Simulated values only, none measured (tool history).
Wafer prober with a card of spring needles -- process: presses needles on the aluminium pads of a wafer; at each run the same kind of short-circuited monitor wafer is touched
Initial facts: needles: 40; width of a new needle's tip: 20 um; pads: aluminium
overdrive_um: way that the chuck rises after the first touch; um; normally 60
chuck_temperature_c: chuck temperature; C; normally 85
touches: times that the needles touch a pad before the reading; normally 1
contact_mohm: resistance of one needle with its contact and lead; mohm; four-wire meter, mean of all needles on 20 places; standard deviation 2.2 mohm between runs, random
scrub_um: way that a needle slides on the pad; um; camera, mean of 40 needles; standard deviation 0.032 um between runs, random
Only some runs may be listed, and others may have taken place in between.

run,hour,overdrive_um,chuck_temperature_c,touches,contact_mohm,scrub_um
1,0,60,85,1,241,10.08
2,49,60,85,1,243,10.1
3,139.2,60,85,1,243,10.16
4,206.3,60,33,1,230,10.11
5,258.4,60,33,1,226,10.19
6,330.1,60,33,1,229,10.18
7,382,60,33,1,228,10.15
8,475.6,60,33,1,231,10.2
9,561,60,33,1,228,10.16
10,643.6,60,85,1,241,10.33
11,714,50,85,1,253,8.57
12,803.9,80,85,1,237,13.75
13,899.6,80,85,1,230,13.83
14,958.1,80,85,1,235,13.52
15,1040.2,80,85,1,234,13.49
16,1129.5,80,111,1,248,13.55
17,1192.6,45,101,1,258,7.59
18,1273,69,101,1,246,11.69
19,1330.4,69,101,1,244,11.82
20,1388.1,69,72,1,235,11.79
21,1436.5,69,72,1,236,11.81
22,1514,67,78,2,241,11.36
23,1564.4,60,45,1,230,10.28
24,1641.4,60,45,2,233,10.3
25,1704.5,53,95,1,254,9.14
26,1764.8,66,85,1,243,11.31
27,1840.7,66,80,1,237,11.41
28,1910.3,49,46,1,241,8.47

Between the runs listed above, the log contained 82 entries, not reproduced here. Where in the sequence does each belong, and how does what the log doesn't record of the tool's condition differ from the listed run before to the listed run after?
Between runs 1 and 2: tips cleaned on abrasive film (hour 24.4); tips cleaned on abrasive film (hour 48.9)
  drift of the gauge itself on scrub_um, %: 0 -> 0.14
  what was measured, less what the result would be without the hidden state, scrub_um: +0 -> +0.02 um
Between runs 2 and 3: tips cleaned on abrasive film (hour 74.8); tips cleaned on abrasive film (hour 100.6); tips cleaned on abrasive film (hour 126.6)
  debris on the tips, nm: 0 -> 0.1; drift of the gauge itself on scrub_um, %: 0.14 -> 0.39
  what was measured, less what the result would be without the hidden state, scrub_um: +0.02 -> +0.04 um
Between runs 3 and 4: tips cleaned on abrasive film (hour 150); height of the first contact set anew (hour 161.1); tips cleaned on abrasive film (hour 177.4); tips cleaned on abrasive film (hour 202)
  drift of the gauge itself on scrub_um, %: 0.39 -> 0.57
  what was measured, less what the result would be without the hidden state, scrub_um: +0.04 -> +0.06 um
Between runs 4 and 5: tips cleaned on abrasive film (hour 228); tips cleaned on abrasive film (hour 255)
  drift of the gauge itself on scrub_um, %: 0.57 -> 0.72
  what was measured, less what the result would be without the hidden state, scrub_um: +0.06 -> +0.07 um
Between runs 5 and 6: tips cleaned on abrasive film (hour 280); tips cleaned on abrasive film (hour 306.1); tips cleaned on abrasive film (hour 330.1)
  debris on the tips, nm: 0.1 -> 0; drift of the gauge itself on scrub_um, %: 0.72 -> 0.92
  what was measured, less what the result would be without the hidden state, scrub_um: +0.07 -> +0.09 um
Between runs 6 and 7: tips cleaned on abrasive film (hour 354.3); tips cleaned on abrasive film (hour 379.1)
  drift of the gauge itself on scrub_um, %: 0.92 -> 1.06
  what was measured, less what the result would be without the hidden state, scrub_um: +0.09 -> +0.11 um
Between runs 7 and 8: tips cleaned on abrasive film (hour 403.2); tips cleaned on abrasive film (hour 428.8); tips cleaned on abrasive film (hour 455.2)
  debris on the tips, nm: 0 -> 0.2; drift of the gauge itself on scrub_um, %: 1.06 -> 1.32
  what was measured, less what the result would be without the hidden state, scrub_um: +0.11 -> +0.13 um
Between runs 8 and 9: tips cleaned on abrasive film (hour 480.2); tips cleaned on abrasive film (hour 507.2); tips cleaned on abrasive film (hour 532.2); height of the first contact set anew (hour 536.7); tips cleaned on abrasive film (hour 556.9)
  debris on the tips, nm: 0.2 -> 0.1; drift of the gauge itself on scrub_um, %: 1.32 -> 1.56
  what was measured, less what the result would be without the hidden state, scrub_um: +0.13 -> +0.15 um
Between runs 9 and 10: tips cleaned on abrasive film (hour 582.7); tips cleaned on abrasive film (hour 606.9); tips cleaned on abrasive film (hour 632.6)
  drift of the gauge itself on scrub_um, %: 1.56 -> 1.79
  what was measured, less what the result would be without the hidden state, scrub_um: +0.15 -> +0.18 um
Between runs 10 and 11: tips cleaned on abrasive film (hour 654.5); tips cleaned on abrasive film (hour 678.7); tips cleaned on abrasive film (hour 704.9)
  drift of the gauge itself on scrub_um, %: 1.79 -> 1.98
  what was measured, less what the result would be without the hidden state, scrub_um: +0.18 -> +0.16 um
Between runs 11 and 12: tips cleaned on abrasive film (hour 730.2); tips cleaned on abrasive film (hour 751.9); tips cleaned on abrasive film (hour 779); tips cleaned on abrasive film (hour 803.9)
  debris on the tips, nm: 0.1 -> 0; drift of the gauge itself on scrub_um, %: 1.98 -> 2.23
  what was measured, less what the result would be without the hidden state, scrub_um: +0.16 -> +0.3 um
Between runs 12 and 13: tips cleaned on abrasive film (hour 829.7); tips cleaned on abrasive film (hour 855.2); tips cleaned on abrasive film (hour 882.2)
  debris on the tips, nm: 0 -> 0.1; drift of the gauge itself on scrub_um, %: 2.23 -> 2.5
  what was measured, less what the result would be without the hidden state, scrub_um: +0.3 -> +0.34 um
Between runs 13 and 14: tips cleaned on abrasive film (hour 905.1); height of the first contact set anew (hour 910.7); tips cleaned on abrasive film (hour 932.4); gauge calibrated (hour 936.3); tips cleaned on abrasive film (hour 958)
  debris on the tips, nm: 0.1 -> 0; drift of the gauge itself on scrub_um, %: 2.5 -> 0.06
  what was measured, less what the result would be without the hidden state, scrub_um: +0.34 -> +0.01 um
Between runs 14 and 15: tips cleaned on abrasive film (hour 982.1); tips cleaned on abrasive film (hour 1007.4); tips cleaned on abrasive film (hour 1029)
  debris on the tips, nm: 0 -> 0.1; drift of the gauge itself on scrub_um, %: 0.06 -> 0.29
  what was measured, less what the result would be without the hidden state, scrub_um: +0.01 -> +0.04 um
Between runs 15 and 16: tips cleaned on abrasive film (hour 1051); tips cleaned on abrasive film (hour 1076.7); tips cleaned on abrasive film (hour 1102.9); tips cleaned on abrasive film (hour 1129.5)
  debris on the tips, nm: 0.1 -> 0; drift of the gauge itself on scrub_um, %: 0.29 -> 0.54
  what was measured, less what the result would be without the hidden state, scrub_um: +0.04 -> +0.08 um
Between runs 16 and 17: tips cleaned on abrasive film (hour 1154.4); tips cleaned on abrasive film (hour 1180.1)
  debris on the tips, nm: 0 -> 0.1; drift of the gauge itself on scrub_um, %: 0.54 -> 0.71
  what was measured, less what the result would be without the hidden state, scrub_um: +0.08 -> +0.05 um
Between runs 17 and 18: tips cleaned on abrasive film (hour 1203.1); tips cleaned on abrasive film (hour 1227.3); tips cleaned on abrasive film (hour 1254)
  drift of the gauge itself on scrub_um, %: 0.71 -> 0.94
  what was measured, less what the result would be without the hidden state, scrub_um: +0.05 -> +0.11 um
Between runs 18 and 19: tips cleaned on abrasive film (hour 1278.3); height of the first contact set anew (hour 1289.4); tips cleaned on abrasive film (hour 1305.7); tips cleaned on abrasive film (hour 1330)
  debris on the tips, nm: 0.1 -> 0; tips' diameter, um: 20 -> 20.01; drift of the gauge itself on scrub_um, %: 0.94 -> 1.09
  what was measured, less what the result would be without the hidden state, scrub_um: +0.11 -> +0.13 um
Between runs 19 and 20: tips cleaned on abrasive film (hour 1355.2); tips cleaned on abrasive film (hour 1381.6)
  debris on the tips, nm: 0 -> 0.1; drift of the gauge itself on scrub_um, %: 1.09 -> 1.25
  what was measured, less what the result would be without the hidden state, scrub_um: +0.13 -> +0.15 um
Between runs 20 and 21: tips cleaned on abrasive film (hour 1403.5); tips cleaned on abrasive film (hour 1429.1)
  drift of the gauge itself on scrub_um, %: 1.25 -> 1.39
  what was measured, less what the result would be without the hidden state, scrub_um: +0.15 -> +0.16 um
Between runs 21 and 22: tips cleaned on abrasive film (hour 1451.1); tips cleaned on abrasive film (hour 1477.5); tips cleaned on abrasive film (hour 1504.1)
  drift of the gauge itself on scrub_um, %: 1.39 -> 1.6
  what was measured, less what the result would be without the hidden state, scrub_um: +0.16 -> +0.18 um
Between runs 22 and 23: tips cleaned on abrasive film (hour 1530.3); tips cleaned on abrasive film (hour 1554.7)
  drift of the gauge itself on scrub_um, %: 1.6 -> 1.74
  what was measured, less what the result would be without the hidden state, scrub_um: +0.18 -> +0.18 um
Between runs 23 and 24: tips cleaned on abrasive film (hour 1579.3); tips cleaned on abrasive film (hour 1602.4); tips cleaned on abrasive film (hour 1627.8)
  drift of the gauge itself on scrub_um, %: 1.74 -> 1.96
  what was measured, less what the result would be without the hidden state, scrub_um: +0.18 -> +0.2 um
Between runs 24 and 25: tips cleaned on abrasive film (hour 1652.3); height of the first contact set anew (hour 1667.3); tips cleaned on abrasive film (hour 1677); tips cleaned on abrasive film (hour 1703)
  debris on the tips, nm: 0.1 -> 0; drift of the gauge itself on scrub_um, %: 1.96 -> 2.13
  what was measured, less what the result would be without the hidden state, scrub_um: +0.2 -> +0.19 um
Between runs 25 and 26: tips cleaned on abrasive film (hour 1725.2); tips cleaned on abrasive film (hour 1750.2)
  debris on the tips, nm: 0 -> 0.1; drift of the gauge itself on scrub_um, %: 2.13 -> 2.3
  what was measured, less what the result would be without the hidden state, scrub_um: +0.19 -> +0.26 um
Between runs 26 and 27: tips cleaned on abrasive film (hour 1775.7); tips cleaned on abrasive film (hour 1801.8); tips cleaned on abrasive film (hour 1823.5)
  drift of the gauge itself on scrub_um, %: 2.3 -> 2.51
  what was measured, less what the result would be without the hidden state, scrub_um: +0.26 -> +0.28 um
Between runs 27 and 28: tips cleaned on abrasive film (hour 1846.2); tips cleaned on abrasive film (hour 1871.7); tips cleaned on abrasive film (hour 1893.4)
  drift of the gauge itself on scrub_um, %: 2.51 -> 2.7
  what was measured, less what the result would be without the hidden state, scrub_um: +0.28 -> +0.23 um

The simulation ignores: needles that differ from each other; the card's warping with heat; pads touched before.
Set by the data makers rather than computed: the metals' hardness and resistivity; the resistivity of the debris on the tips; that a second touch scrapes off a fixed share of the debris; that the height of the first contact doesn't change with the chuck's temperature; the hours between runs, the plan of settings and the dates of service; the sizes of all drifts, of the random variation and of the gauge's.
